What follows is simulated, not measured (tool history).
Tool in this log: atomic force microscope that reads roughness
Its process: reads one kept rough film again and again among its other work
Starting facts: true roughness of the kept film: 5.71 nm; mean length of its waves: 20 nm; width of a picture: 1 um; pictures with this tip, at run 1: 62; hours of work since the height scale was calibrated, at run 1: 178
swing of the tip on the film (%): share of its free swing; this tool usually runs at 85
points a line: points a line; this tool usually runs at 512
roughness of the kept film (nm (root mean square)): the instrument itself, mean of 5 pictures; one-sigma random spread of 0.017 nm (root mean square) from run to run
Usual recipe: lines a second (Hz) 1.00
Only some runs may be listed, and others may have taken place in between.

| run | hour | lines a second (Hz) | swing of the tip on the film (%) | points a line | pictures with this tip | hours of work since the height scale was calibrated | roughness of the kept film (nm (root mean square)) |
|---|---|---|---|---|---|---|---|
| 1 | 0.0 | 1.00 | 85 | 512 | 62 | 178 | 2.488 |
|  | 5.8 | new tip fitted |
| 2 | 5.8 | 1.00 | 85 | 512 | 0 | 181 | 4.041 |
| 3 | 10.9 | 1.48 | 85 | 512 | 7 | 184 | 3.662 |
| 4 | 15.9 | 1.48 | 85 | 512 | 14 | 187 | 3.402 |
| 5 | 25.5 | 1.48 | 85 | 512 | 28 | 193 | 3.014 |
| 6 | 32.8 | 2.04 | 85 | 512 | 38 | 198 | 2.675 |
| 7 | 37.8 | 1.00 | 85 | 512 | 45 | 201 | 2.753 |
| 8 | 44.7 | 1.00 | 85 | 512 | 55 | 205 | 2.543 |
| 9 | 54.3 | 1.00 | 85 | 512 | 68 | 211 | 2.345 |
|  | 56.1 | new tip fitted |
| 10 | 63.2 | 1.00 | 85 | 512 | 10 | 216 | 3.703 |
| 11 | 68.9 | 1.00 | 85 | 512 | 18 | 219 | 3.449 |
| 12 | 78.2 | 1.00 | 85 | 512 | 31 | 225 | 3.089 |
| 13 | 86.9 | 1.00 | 85 | 512 | 44 | 230 | 2.812 |
| 14 | 95.4 | 1.00 | 85 | 512 | 56 | 236 | 2.588 |
| 15 | 104.2 | 1.00 | 85 | 512 | 68 | 241 | 2.437 |
|  | 106.2 | new tip fitted |
| 16 | 112.5 | 1.00 | 85 | 512 | 9 | 246 | 3.740 |
| 17 | 119.2 | 1.00 | 60 | 512 | 19 | 250 | 3.624 |
| 18 | 126.2 | 1.00 | 60 | 512 | 28 | 254 | 3.397 |
| 19 | 133.5 | 1.00 | 85 | 512 | 39 | 259 | 2.953 |
| 20 | 138.2 | 1.00 | 85 | 512 | 45 | 262 | 2.814 |
| 21 | 146.3 | 0.81 | 85 | 512 | 57 | 267 | 2.639 |
| 22 | 154.5 | 0.84 | 82 | 494 | 68 | 272 | 2.467 |
|  | 155.9 | new tip fitted |
| 23 | 160.1 | 2.68 | 82 | 296 | 6 | 275 | 3.496 |
| 24 | 169.6 | 1.00 | 85 | 259 | 19 | 280 | 3.356 |
| 25 | 176.2 | 0.83 | 64 | 507 | 28 | 285 | 3.380 |
| 26 | 181.9 | 0.83 | 64 | 507 | 36 | 288 | 3.203 |
| 27 | 186.1 | 0.91 | 72 | 512 | 42 | 291 | 3.050 |
| 28 | 191.8 | 1.00 | 85 | 339 | 50 | 294 | 2.698 |
| 29 | 196.0 | 2.45 | 58 | 814 | 56 | 297 | 2.725 |
| 30 | 202.0 | 1.00 | 68 | 532 | 65 | 300 | 2.612 |
|  | 206.0 | new tip fitted |
| 31 | 209.9 | 1.00 | 68 | 532 | 5 | 305 | 4.071 |
| 32 | 216.1 | 2.71 | 88 | 532 | 14 | 309 | 3.183 |
| 33 | 222.4 | 2.71 | 88 | 532 | 23 | 312 | 2.930 |
| 34 | 231.0 | 2.59 | 88 | 532 | 35 | 318 | 2.670 |
| 35 | 240.4 | 2.59 | 88 | 532 | 48 | 324 | 2.430 |
| 36 | 246.9 | 2.59 | 88 | 532 | 58 | 328 | 2.284 |
| 37 | 251.6 | 3.26 | 66 | 754 | 64 | 330 | 2.472 |
|  | 256.5 | new tip fitted |
| 38 | 261.4 | 3.26 | 66 | 754 | 7 | 336 | 3.790 |
| 39 | 269.2 | 3.26 | 66 | 754 | 18 | 341 | 3.428 |
| 40 | 273.9 | 3.26 | 66 | 754 | 25 | 344 | 3.249 |
| 41 | 279.1 | 0.61 | 88 | 555 | 32 | 347 | 3.151 |

For each entry between runs, how does the tool's hidden state at the last listed run before it compare with that at the first listed run after it?
Runs 1 to 2: new tip fitted (hour 5.8)
  radius of the tip, nm: 20.1 -> 5.3
  difference, measured minus the result without the unlogged condition, roughness of the kept film (nm (root mean square)): -1.646 -> -0.061
Runs 9 to 10: new tip fitted (hour 56.1)
  radius of the tip, nm: 22.3 -> 7.6
  difference, measured minus the result without the unlogged condition, roughness of the kept film (nm (root mean square)): -1.783 -> -0.430
Runs 15 to 16: new tip fitted (hour 106.2)
  radius of the tip, nm: 21.1 -> 7.2
  difference, measured minus the result without the unlogged condition, roughness of the kept film (nm (root mean square)): -1.722 -> -0.361
Runs 22 to 23: new tip fitted (hour 155.9)
  radius of the tip, nm: 20.8 -> 6.4
  difference, measured minus the result without the unlogged condition, roughness of the kept film (nm (root mean square)): -1.720 -> -0.216
Runs 30 to 31: new tip fitted (hour 206.0)
  radius of the tip, nm: 19.6 -> 6.2
  difference, measured minus the result without the unlogged condition, roughness of the kept film (nm (root mean square)): -1.682 -> -0.214
Runs 37 to 38: new tip fitted (hour 256.5)
  radius of the tip, nm: 20.1 -> 6.8; height scale over the true one, %: -0.05 -> -0.06
  difference, measured minus the result without the unlogged condition, roughness of the kept film (nm (root mean square)): -1.640 -> -0.300
